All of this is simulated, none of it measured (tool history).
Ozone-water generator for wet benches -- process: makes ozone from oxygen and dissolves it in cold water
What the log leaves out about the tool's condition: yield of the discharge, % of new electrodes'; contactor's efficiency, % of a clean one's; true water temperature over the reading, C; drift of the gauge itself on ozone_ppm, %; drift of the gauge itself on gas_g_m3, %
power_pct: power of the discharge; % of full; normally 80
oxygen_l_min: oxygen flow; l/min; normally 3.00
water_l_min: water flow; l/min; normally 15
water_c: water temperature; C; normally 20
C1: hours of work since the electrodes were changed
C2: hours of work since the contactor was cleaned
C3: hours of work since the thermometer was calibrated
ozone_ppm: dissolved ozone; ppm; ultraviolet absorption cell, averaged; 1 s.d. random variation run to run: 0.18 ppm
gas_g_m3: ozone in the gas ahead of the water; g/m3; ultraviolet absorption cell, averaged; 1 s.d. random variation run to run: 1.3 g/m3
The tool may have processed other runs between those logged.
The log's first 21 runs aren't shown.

Run 22, hour 702.4: usual settings but water_l_min 20 l/min; C1 2351; C2 2968; C3 81. Result: ozone_ppm 19.5 ppm, gas_g_m3 242.4 g/m3.
Run 23, hour 746.1: usual settings but power_pct 58 % of full, oxygen_l_min 5.18 l/min, water_l_min 20 l/min, water_c 23 C; C1 2391; C2 3008; C3 121. Result: ozone_ppm 14.1 ppm, gas_g_m3 128.5 g/m3.
Run 24, hour 774.9: usual settings but power_pct 66 % of full, oxygen_l_min 2.87 l/min, water_l_min 20 l/min, water_c 23 C; C1 2417; C2 3034; C3 147. Result: ozone_ppm 16.5 ppm, gas_g_m3 208.9 g/m3.
Run 25, hour 803.7: usual settings but power_pct 59 % of full, oxygen_l_min 2.87 l/min, water_l_min 20 l/min, water_c 18 C; C1 2444; C2 3060; C3 174. Result: ozone_ppm 15.7 ppm, gas_g_m3 189.8 g/m3.
Run 26, hour 830.5: usual settings but power_pct 57 % of full, oxygen_l_min 2.54 l/min, water_l_min 13 l/min; C1 2468; C2 3085; C3 198. Result: ozone_ppm 20.7 ppm, gas_g_m3 197.8 g/m3.
Run 27, hour 855.9: usual settings but power_pct 52 % of full, oxygen_l_min 2.08 l/min, water_l_min 14 l/min, water_c 24 C; C1 2491; C2 3108; C3 221. Result: ozone_ppm 17.0 ppm, gas_g_m3 206.4 g/m3.
At hour 888.0: contactor cleaned.
Run 28, hour 896.3: usual settings but power_pct 46 % of full, water_c 13 C; C1 2524; C2 8; C3 254. Result: ozone_ppm 17.0 ppm, gas_g_m3 147.7 g/m3.
Run 29, hour 937.2: usual settings but power_pct 46 % of full, water_c 13 C; C1 2561; C2 45; C3 292. Result: ozone_ppm 16.8 ppm, gas_g_m3 147.1 g/m3.
Run 30, hour 980.6: usual settings but power_pct 82 % of full, oxygen_l_min 1.87 l/min, water_c 17 C; C1 2601; C2 84; C3 331. Result: ozone_ppm 25.8 ppm, gas_g_m3 327.0 g/m3.
Run 31, hour 1016.6: usual settings but power_pct 95 % of full, water_c 13 C; C1 2634; C2 117; C3 364. Result: ozone_ppm 31.2 ppm, gas_g_m3 275.0 g/m3.
Run 32, hour 1037.8: usual settings but power_pct 67 % of full, oxygen_l_min 1.90 l/min, water_l_min 19 l/min; C1 2653; C2 136; C3 383. Result: ozone_ppm 16.9 ppm, gas_g_m3 268.6 g/m3.
Run 33, hour 1081.5: usual settings but oxygen_l_min 2.22 l/min; C1 2693; C2 176; C3 423. Result: ozone_ppm 24.6 ppm, gas_g_m3 284.3 g/m3.

Each row is a separate what-if for the run after 33, all from the same tool condition, not one after another. Results?
Run A, hour 1110.8: usual settings but power_pct 47 % of full, oxygen_l_min 1.86 l/min; C1 2719; C2 203; C3 450. Result: ozone_ppm ?, gas_g_m3 ?.
Run B, hour 1110.8: usual settings but water_l_min 13 l/min, water_c 23 C; C1 2719; C2 203; C3 450. Result: ozone_ppm ?, gas_g_m3 ?.
Run C, hour 1110.8: usual settings but water_l_min 12 l/min; C1 2719; C2 203; C3 450. Result: ozone_ppm ?, gas_g_m3 ?.
Run D, hour 1110.8: usual settings but power_pct 93 % of full, oxygen_l_min 3.31 l/min, water_c 12 C; C1 2719; C2 203; C3 450. Result: ozone_ppm ?, gas_g_m3 ?.

run  ozone_ppm  gas_g_m3
  A       15.4     201.9
  B       26.5     234.6
  C       29.0     232.3
  D       31.4     250.0
Take away the tool's hidden state, keep each run's random variation, and the runs would have read:
run  ozone_ppm  gas_g_m3
  A       15.4     208.6
  B       26.5     242.5
  C       29.1     240.1
  D       31.5     258.4
